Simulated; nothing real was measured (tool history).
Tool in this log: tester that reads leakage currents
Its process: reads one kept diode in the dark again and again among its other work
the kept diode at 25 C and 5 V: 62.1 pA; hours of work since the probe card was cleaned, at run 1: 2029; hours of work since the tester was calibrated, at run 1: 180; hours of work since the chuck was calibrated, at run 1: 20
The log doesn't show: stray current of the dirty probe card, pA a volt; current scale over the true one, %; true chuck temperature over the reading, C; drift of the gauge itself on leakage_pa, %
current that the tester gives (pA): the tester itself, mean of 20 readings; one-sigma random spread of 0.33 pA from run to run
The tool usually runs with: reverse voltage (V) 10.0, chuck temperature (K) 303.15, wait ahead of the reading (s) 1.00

run,day,reverse voltage (V),chuck temperature (K),wait ahead of the reading (s),hours of work since the probe card was cleaned,hours of work since the tester was calibrated,hours of work since the chuck was calibrated,current that the tester gives (pA)
1,0.000,10.0,303.15,1.00,2029,180,20,134.07
2,0.575,10.0,298.15,1.00,2035,186,26,93.26
3,1.475,10.0,298.15,1.00,2045,196,36,93.24
4,2.354,3.0,303.15,1.00,2054,205,45,77.11
5,3.204,10.0,303.15,1.00,2062,213,53,133.67
6,3.896,10.0,303.15,1.00,2070,221,61,133.65
7,4.433,10.0,301.15,1.00,2075,226,66,115.80
8,4.954,10.0,301.15,1.00,2080,232,71,115.65
9,5.612,10.0,301.15,1.00,2087,238,78,115.75
10,6.208,10.0,301.15,1.00,2093,245,84,115.79
11,7.375,10.0,303.15,5.76,2106,257,97,130.20
12,8.138,10.0,303.15,5.76,2113,265,104,130.30
13,9.017,10.0,303.15,5.76,2122,274,114,130.15
# day 9.158: chuck's temperature calibrated
14,9.954,10.0,303.15,5.76,2131,282,8,130.70
15,11.046,10.0,303.15,5.76,2143,294,20,130.36
16,11.742,10.0,303.15,3.42,2150,301,27,130.87
# day 12.896: chuck's temperature calibrated, once more
17,13.088,10.0,332.15,1.00,2163,314,2,964.02
18,13.775,10.0,332.15,8.76,2170,321,9,958.47
19,14.946,10.0,332.15,8.76,2182,333,21,954.90
20,15.608,10.0,332.15,8.76,2189,340,28,957.03
21,16.262,10.0,332.15,8.76,2196,347,35,952.80
22,17.038,10.0,332.15,8.76,2204,355,43,955.94
23,18.062,10.0,332.15,8.76,2214,365,53,960.36
24,18.779,1.4,328.15,1.00,2222,373,61,316.21
25,19.433,5.5,319.15,1.00,2228,380,68,312.48
26,20.296,2.2,301.15,8.99,2237,389,77,56.14
27,21.467,18.8,302.15,8.99,2250,401,89,160.16
28,22.108,18.8,302.15,8.99,2256,407,95,160.54
29,22.638,5.3,296.15,6.44,2262,413,101,56.61
30,23.871,1.4,320.15,7.11,2274,426,114,182.55
31,24.479,3.5,301.15,7.11,2281,432,120,69.00
32,25.425,10.0,316.15,1.08,2290,442,130,331.43
33,26.154,1.9,329.15,3.06,2298,449,137,382.19
34,27.283,1.9,329.15,3.06,2310,461,149,381.83
35,27.912,16.1,305.15,5.14,2316,467,155,185.83
36,29.200,4.4,300.15,0.73,2329,481,169,72.46
37,29.862,4.4,300.15,0.73,2336,487,175,72.99
38,31.033,7.4,307.15,2.43,2348,500,188,151.14
39,31.800,2.5,303.15,0.65,2356,507,195,70.35
40,32.450,2.5,303.15,0.65,2363,514,202,70.38
41,33.733,2.5,303.15,0.65,2376,527,215,69.88

What if the next run were any one of these 3? Each begins from the tool's condition after run 41:
A,34.854,18.4,333.15,0.90,2388,539,227,?
B,34.854,1.5,322.15,0.58,2388,539,227,?
C,34.854,10.0,298.15,8.92,2388,539,227,?

run,current that the tester gives (pA)
A,1321.72
B,217.00
C,88.41
What these runs would have given with no unlogged condition in the tool:
run,current that the tester gives (pA)
A,1330.68
B,219.57
C,84.09
